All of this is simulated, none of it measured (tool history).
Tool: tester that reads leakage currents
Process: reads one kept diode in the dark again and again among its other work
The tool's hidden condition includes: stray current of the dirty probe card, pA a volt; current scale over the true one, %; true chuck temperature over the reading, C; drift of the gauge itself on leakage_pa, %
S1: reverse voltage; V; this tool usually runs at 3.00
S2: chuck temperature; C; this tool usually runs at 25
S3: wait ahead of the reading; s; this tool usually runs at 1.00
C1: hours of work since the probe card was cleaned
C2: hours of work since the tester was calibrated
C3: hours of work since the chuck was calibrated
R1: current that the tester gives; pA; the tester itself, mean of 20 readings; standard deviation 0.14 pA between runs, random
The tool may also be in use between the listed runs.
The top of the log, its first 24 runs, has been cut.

Run 25, hour 4284.0: usual settings but S1 4.85 V, S2 21 C, S3 3.85 s; C1 620; C2 602; C3 757. Result: R1 41.58 pA.
Run 26, hour 4492.7: usual settings but S1 4.85 V, S2 29 C, S3 3.85 s; C1 751; C2 733; C3 888. Result: R1 78.91 pA.
Run 27, hour 4662.8: usual settings but S3 1.67 s; C1 858; C2 840; C3 995. Result: R1 45.02 pA.
At hour 4827.1: chuck's temperature calibrated.
Run 28, hour 4836.4: usual settings but S3 1.38 s; C1 965; C2 948; C3 6. Result: R1 44.99 pA.
Run 29, hour 5003.8: usual settings but S1 8.95 V, S2 60 C, S3 0.31 s; C1 1070; C2 1053; C3 111. Result: R1 975.62 pA.
Run 30, hour 5204.5: usual settings but S1 8.95 V, S2 60 C, S3 0.31 s; C1 1196; C2 1178; C3 237. Result: R1 974.84 pA.
Run 31, hour 5364.8: usual settings but S1 2.19 V, S2 58 C, S3 6.00 s; C1 1297; C2 1279; C3 337. Result: R1 417.05 pA.
Run 32, hour 5595.5: usual settings but S1 4.54 V, S2 24 C, S3 7.60 s; C1 1442; C2 1424; C3 482. Result: R1 51.26 pA.
At hour 5803.6: probe card cleaned and baked.
Run 33, hour 5813.4: usual settings but S2 35 C, S3 0.58 s; C1 6; C2 1559; C3 617. Result: R1 98.28 pA.
Run 34, hour 5923.1: usual settings but S2 35 C, S3 0.58 s; C1 75; C2 1628; C3 686. Result: R1 98.18 pA.

Consider 4 possible next runs. They are alternatives, not a sequence: every one starts from the tool as it was left by run 34. What does each give?
Run A, hour 6062.7: usual settings but S2 32 C, S3 0.58 s; C1 163; C2 1715; C3 774. Result: R1 ?.
Run B, hour 6062.7: usual settings but S1 2.18 V, S2 30 C, S3 0.35 s; C1 163; C2 1715; C3 774. Result: R1 ?.
Run C, hour 6062.7: usual settings but S1 6.70 V, S2 20 C; C1 163; C2 1715; C3 774. Result: R1 ?.
Run D, hour 6062.7: usual settings but S1 1.44 V; C1 163; C2 1715; C3 774. Result: R1 ?.

run     R1
  A  78.49
  B  57.20
  C  45.79
  D  30.93
The same runs, with their run-to-run variation unchanged, on a tool lacking any hidden condition would have given:
run     R1
  A  78.54
  B  57.23
  C  45.81
  D  30.95
